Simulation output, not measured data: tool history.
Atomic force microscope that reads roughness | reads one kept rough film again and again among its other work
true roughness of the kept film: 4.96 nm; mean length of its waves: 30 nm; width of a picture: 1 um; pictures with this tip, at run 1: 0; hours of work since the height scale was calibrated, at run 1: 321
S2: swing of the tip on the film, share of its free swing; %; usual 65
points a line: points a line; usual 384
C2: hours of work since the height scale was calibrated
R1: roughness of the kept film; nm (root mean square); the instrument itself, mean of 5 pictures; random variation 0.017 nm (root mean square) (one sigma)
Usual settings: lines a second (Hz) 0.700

Run 1, hour 0.0: usual settings; pictures with this tip 0; C2 321. Result: R1 4.116 nm (root mean square).
Run 2, hour 18.3: usual settings but points a line 269; pictures with this tip 30; C2 334. Result: R1 3.771 nm (root mean square).
Run 3, hour 52.1: usual settings; pictures with this tip 84; C2 357. Result: R1 3.193 nm (root mean square).
Run 4, hour 76.0: usual settings; pictures with this tip 122; C2 373. Result: R1 2.872 nm (root mean square).
At hour 84.8: new tip fitted.
Run 5, hour 97.8: usual settings; pictures with this tip 21; C2 387. Result: R1 3.849 nm (root mean square).
Run 6, hour 127.7: usual settings; pictures with this tip 69; C2 408. Result: R1 3.270 nm (root mean square).
Run 7, hour 153.2: usual settings but lines a second (Hz) 3.744, S2 61 %, points a line 258; pictures with this tip 110; C2 425. Result: R1 2.664 nm (root mean square).
At hour 169.3: new tip fitted.
Run 8, hour 182.0: usual settings but S2 58 %, points a line 833; pictures with this tip 20; C2 445. Result: R1 3.994 nm (root mean square).
Run 9, hour 206.3: usual settings but S2 84 %, points a line 368; pictures with this tip 59; C2 461. Result: R1 3.275 nm (root mean square).

Run 10 comes next. What will it give?
Run 10, hour 238.3: usual settings but S2 84 %, points a line 368; pictures with this tip 111; C2 483. Result: R1 ?.

Run 10 gave R1 2.853 nm (root mean square).
Without the tool's hidden state the same run would have given R1 3.996 nm (root mean square).

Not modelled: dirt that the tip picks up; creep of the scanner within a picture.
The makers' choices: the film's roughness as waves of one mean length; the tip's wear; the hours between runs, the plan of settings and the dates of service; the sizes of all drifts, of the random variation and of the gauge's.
